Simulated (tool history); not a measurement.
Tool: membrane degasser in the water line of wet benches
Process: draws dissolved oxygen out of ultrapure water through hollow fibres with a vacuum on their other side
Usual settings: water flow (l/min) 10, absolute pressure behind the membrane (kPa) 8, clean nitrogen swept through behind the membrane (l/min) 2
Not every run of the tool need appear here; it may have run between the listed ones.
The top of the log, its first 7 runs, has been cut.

run,day,water flow (l/min),absolute pressure behind the membrane (kPa),clean nitrogen swept through behind the membrane (l/min),hours since the membrane was changed,hours since the vacuum gauge was calibrated,hours since the vacuum lines were made tight,dissolved oxygen in the water behind the degasser (ppb),pressure that the water loses in the fibres (kPa)
8,14.842,10,8,2,2066,254,2476,69.2,70.43
9,16.896,10,8,2,2115,303,2525,69.7,70.46
10,19.267,10,8,2,2172,360,2582,69.2,70.76
11,20.658,7,8,2,2205,394,2616,48,49.27
12,22.158,10,8,2,2241,430,2652,71.2,70.38
13,25.167,10,8,2,2314,502,2724,69.3,70.75
14,27.033,10,8,2,2358,547,2769,70.2,70.75
15,29.992,10,8,2,2429,618,2840,70.2,69.99
16,31.583,10,12.67,2,2468,656,2878,129.4,70.73
17,33.429,10,17.62,1.12,2512,700,2922,310.9,70.83
18,34.933,10,17.62,1.12,2548,736,2958,314.1,70.33
19,37.8,7,6.76,5.99,2617,805,3027,15.2,49.13
20,40.792,7,18.3,2.53,2689,877,3099,113.1,49.01
21,42.692,8,8.95,3.51,2734,922,3145,39.5,56.53
22,45.754,7,9.07,2,2808,996,3218,56.1,49.62
23,48.538,10,8,2,2875,1063,3285,72.5,70.33
24,51.092,6,7.59,3.68,2936,1124,3346,21.2,42.53
25,52.908,10,8.7,1.97,2979,1168,3390,80.1,70.79
26,54.779,15,8.1,1.3,3024,1212,3435,163.4,105.77
27,57.608,7,17.48,4.62,3092,1280,3503,61.4,49.98
28,60.562,7,17.48,4.62,3163,1351,3573,60.1,49.65
29,63.429,7,17.48,4.62,3232,1420,3642,62.1,49.71
30,66.183,10,15.8,4.03,3298,1486,3708,90.8,70.9
31,67.942,15,10.62,5.98,3340,1528,3751,76.2,106.07
32,69.362,10,14.42,2,3374,1562,3785,150,70.9

3 options for the next run, each taken on its own from the tool as it stands now. Forecast them:
A,72.446,6,5.9,5.06,3448,1636,3859,?,?
B,72.446,8,7.27,1.62,3448,1636,3859,?,?
C,72.446,10,14.42,1,3448,1636,3859,?,?

run,dissolved oxygen in the water behind the degasser (ppb),pressure that the water loses in the fibres (kPa)
A,11.3,42.65
B,56.6,56.72
C,276.3,71.17
Stripped of hidden state, with their random variation kept, the same runs would have yielded:
run,dissolved oxygen in the water behind the degasser (ppb),pressure that the water loses in the fibres (kPa)
A,10.2,41.94
B,52.8,55.77
C,265.4,69.98

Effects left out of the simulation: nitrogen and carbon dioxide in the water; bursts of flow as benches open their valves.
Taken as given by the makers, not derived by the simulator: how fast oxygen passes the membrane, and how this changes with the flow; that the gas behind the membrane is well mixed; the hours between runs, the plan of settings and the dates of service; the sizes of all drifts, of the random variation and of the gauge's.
